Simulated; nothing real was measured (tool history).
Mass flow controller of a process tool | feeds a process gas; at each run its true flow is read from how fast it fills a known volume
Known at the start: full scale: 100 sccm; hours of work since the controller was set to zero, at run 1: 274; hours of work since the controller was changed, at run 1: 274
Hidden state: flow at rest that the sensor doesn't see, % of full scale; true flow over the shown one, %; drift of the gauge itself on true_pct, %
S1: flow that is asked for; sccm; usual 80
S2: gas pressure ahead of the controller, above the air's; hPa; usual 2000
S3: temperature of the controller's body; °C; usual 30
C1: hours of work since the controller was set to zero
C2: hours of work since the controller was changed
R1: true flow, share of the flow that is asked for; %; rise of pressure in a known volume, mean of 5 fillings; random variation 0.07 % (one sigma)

{"run": 1, "day": 0.0, "S1": 80, "S2": 2000, "S3": 30, "C1": 274, "C2": 274, "R1": 98.77}
{"run": 2, "day": 3.088, "S1": 49, "S2": 2000, "S3": 30, "C1": 316, "C2": 316, "R1": 97.65}
{"run": 3, "day": 6.358, "S1": 49, "S2": 2000, "S3": 30, "C1": 361, "C2": 361, "R1": 97.48}
{"run": 4, "day": 10.062, "S1": 49, "S2": 2000, "S3": 30, "C1": 412, "C2": 412, "R1": 97.63}
{"run": 5, "day": 12.358, "S1": 80, "S2": 2000, "S3": 23, "C1": 444, "C2": 444, "R1": 99.06}
{"run": 6, "day": 15.267, "S1": 80, "S2": 2000, "S3": 30, "C1": 484, "C2": 484, "R1": 98.72}
{"run": 7, "day": 18.233, "S1": 80, "S2": 2000, "S3": 30, "C1": 525, "C2": 525, "R1": 98.77}
{"run": 8, "day": 19.833, "S1": 80, "S2": 2000, "S3": 30, "C1": 547, "C2": 547, "R1": 98.66}
{"run": 9, "day": 21.379, "S1": 80, "S2": 2000, "S3": 30, "C1": 568, "C2": 568, "R1": 98.69}
{"run": 10, "day": 23.183, "S1": 80, "S2": 2090, "S3": 30, "C1": 593, "C2": 593, "R1": 98.58}
{"run": 11, "day": 24.704, "S1": 80, "S2": 2000, "S3": 30, "C1": 614, "C2": 614, "R1": 98.72}
{"run": 12, "day": 26.992, "S1": 80, "S2": 2000, "S3": 28, "C1": 645, "C2": 645, "R1": 98.67}
{"run": 13, "day": 29.492, "S1": 80, "S2": 1920, "S3": 30, "C1": 679, "C2": 679, "R1": 98.65}
{"run": 14, "day": 32.975, "S1": 80, "S2": 1920, "S3": 30, "C1": 727, "C2": 727, "R1": 98.63}
{"run": 15, "day": 36.092, "S1": 80, "S2": 1920, "S3": 30, "C1": 770, "C2": 770, "R1": 98.57}
{"run": 16, "day": 39.025, "S1": 80, "S2": 1920, "S3": 30, "C1": 811, "C2": 811, "R1": 98.62}
{"run": 17, "day": 40.738, "S1": 80, "S2": 2000, "S3": 30, "C1": 834, "C2": 834, "R1": 98.62}
{"run": 18, "day": 44.204, "S1": 80, "S2": 2000, "S3": 30, "C1": 882, "C2": 882, "R1": 98.4}
{"run": 19, "day": 46.196, "S1": 27, "S2": 2000, "S3": 30, "C1": 909, "C2": 909, "R1": 96.29}
{"run": 20, "day": 47.8, "S1": 27, "S2": 2000, "S3": 30, "C1": 931, "C2": 931, "R1": 96.37}
{"run": 21, "day": 51.196, "S1": 80, "S2": 2120, "S3": 30, "C1": 978, "C2": 978, "R1": 98.47}
{"run": 22, "day": 53.317, "S1": 80, "S2": 2000, "S3": 32, "C1": 1007, "C2": 1007, "R1": 98.42}
{"run": 23, "day": 56.471, "S1": 80, "S2": 2000, "S3": 32, "C1": 1050, "C2": 1050, "R1": 98.35}
{"day": 56.692, "done": "controller's zero set anew"}
{"run": 24, "day": 58.267, "S1": 80, "S2": 2000, "S3": 32, "C1": 22, "C2": 1075, "R1": 98.36}
{"run": 25, "day": 59.946, "S1": 80, "S2": 2000, "S3": 32, "C1": 45, "C2": 1098, "R1": 98.26}
{"run": 26, "day": 61.512, "S1": 14, "S2": 1570, "S3": 21, "C1": 66, "C2": 1119, "R1": 95.17}
{"run": 27, "day": 63.121, "S1": 14, "S2": 1570, "S3": 21, "C1": 88, "C2": 1142, "R1": 95.23}
{"run": 28, "day": 64.658, "S1": 23, "S2": 1570, "S3": 29, "C1": 110, "C2": 1163, "R1": 96.02}
{"run": 29, "day": 66.412, "S1": 80, "S2": 2170, "S3": 25, "C1": 134, "C2": 1187, "R1": 98.6}
{"run": 30, "day": 69.342, "S1": 80, "S2": 2170, "S3": 25, "C1": 174, "C2": 1227, "R1": 98.55}
{"day": 69.992, "done": "controller's zero set anew, once more"}
{"run": 31, "day": 72.504, "S1": 92, "S2": 2000, "S3": 30, "C1": 35, "C2": 1270, "R1": 99.03}
{"run": 32, "day": 74.333, "S1": 69, "S2": 2000, "S3": 20, "C1": 60, "C2": 1295, "R1": 98.65}
{"run": 33, "day": 78.017, "S1": 69, "S2": 2000, "S3": 20, "C1": 110, "C2": 1346, "R1": 98.76}

Forecast run 34:
{"run": 34, "day": 81.133, "S1": 28, "S2": 1590, "S3": 28, "C1": 153, "C2": 1389, "R1": "?"}

Run 34 gave R1 96.84 %.
Without the tool's hidden state the same run would have given R1 97.54 %.

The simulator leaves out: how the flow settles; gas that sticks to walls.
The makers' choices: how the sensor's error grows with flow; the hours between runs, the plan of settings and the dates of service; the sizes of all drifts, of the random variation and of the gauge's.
